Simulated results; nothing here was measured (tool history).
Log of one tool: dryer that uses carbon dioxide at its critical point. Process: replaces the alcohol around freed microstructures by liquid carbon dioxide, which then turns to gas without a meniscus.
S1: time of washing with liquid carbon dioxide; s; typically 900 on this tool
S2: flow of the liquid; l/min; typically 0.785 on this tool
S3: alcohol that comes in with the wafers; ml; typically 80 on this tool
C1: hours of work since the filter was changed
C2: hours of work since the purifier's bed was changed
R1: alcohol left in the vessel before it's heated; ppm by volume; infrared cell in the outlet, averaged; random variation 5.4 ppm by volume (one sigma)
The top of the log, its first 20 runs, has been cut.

| run | day | S1 | S2 | S3 | C1 | C2 | R1 |
|---|---|---|---|---|---|---|---|
| 21 | 39.750 | 900 | 0.785 | 80 | 182 | 595 | 475 |
| 22 | 42.008 | 900 | 0.785 | 22 | 215 | 629 | 305 |
|  | 44.562 | inlet filter changed |
| 23 | 44.812 | 900 | 0.785 | 22 | 4 | 670 | 259 |
| 24 | 46.167 | 900 | 0.785 | 22 | 24 | 691 | 286 |
| 25 | 48.471 | 900 | 0.785 | 22 | 59 | 725 | 320 |
| 26 | 50.429 | 900 | 0.785 | 22 | 88 | 754 | 311 |
|  | 50.917 | purifier's bed changed |
| 27 | 52.192 | 900 | 0.785 | 22 | 113 | 19 | 60 |
| 28 | 54.342 | 1020 | 0.785 | 61 | 145 | 51 | 102 |
| 29 | 56.458 | 960 | 0.670 | 62 | 177 | 83 | 313 |
| 30 | 57.771 | 600 | 0.785 | 80 | 196 | 103 | 1399 |
| 31 | 59.175 | 1380 | 0.541 | 66 | 217 | 124 | 200 |
| 32 | 61.208 | 900 | 0.785 | 24 | 248 | 154 | 148 |
|  | 61.771 | inlet filter changed |
| 33 | 62.712 | 900 | 0.810 | 59 | 14 | 176 | 159 |
| 34 | 65.050 | 1020 | 0.817 | 30 | 49 | 211 | 105 |
| 35 | 67.842 | 600 | 0.861 | 71 | 91 | 253 | 816 |
| 36 | 70.704 | 660 | 0.690 | 71 | 134 | 296 | 1274 |
| 37 | 72.204 | 840 | 0.509 | 80 | 157 | 319 | 1741 |
| 38 | 73.833 | 1320 | 0.509 | 48 | 181 | 343 | 308 |
| 39 | 76.317 | 960 | 0.563 | 88 | 218 | 380 | 1089 |
| 40 | 77.912 | 960 | 0.563 | 88 | 242 | 404 | 1119 |
|  | 78.871 | inlet filter changed |
| 41 | 80.246 | 1320 | 1.276 | 64 | 21 | 439 | 153 |
| 42 | 81.542 | 1320 | 1.276 | 64 | 40 | 458 | 177 |
| 43 | 84.417 | 1320 | 1.276 | 64 | 83 | 501 | 188 |
| 44 | 87.242 | 1320 | 1.092 | 72 | 126 | 544 | 216 |
| 45 | 89.996 | 660 | 1.050 | 81 | 167 | 585 | 509 |

Forecast each of these 3 alternatives for the next run:
| A | 92.200 | 660 | 1.163 | 81 | 200 | 618 | ? |
| B | 92.200 | 780 | 0.505 | 117 | 200 | 618 | ? |
| C | 92.200 | 900 | 0.970 | 40 | 200 | 618 | ? |

| run | R1 |
|---|---|
| A | 443 |
| B | 3586 |
| C | 264 |
What these runs would have given with no unlogged condition in the tool:
| run | R1 |
|---|---|
| A | 118 |
| B | 2288 |
| C | 22 |
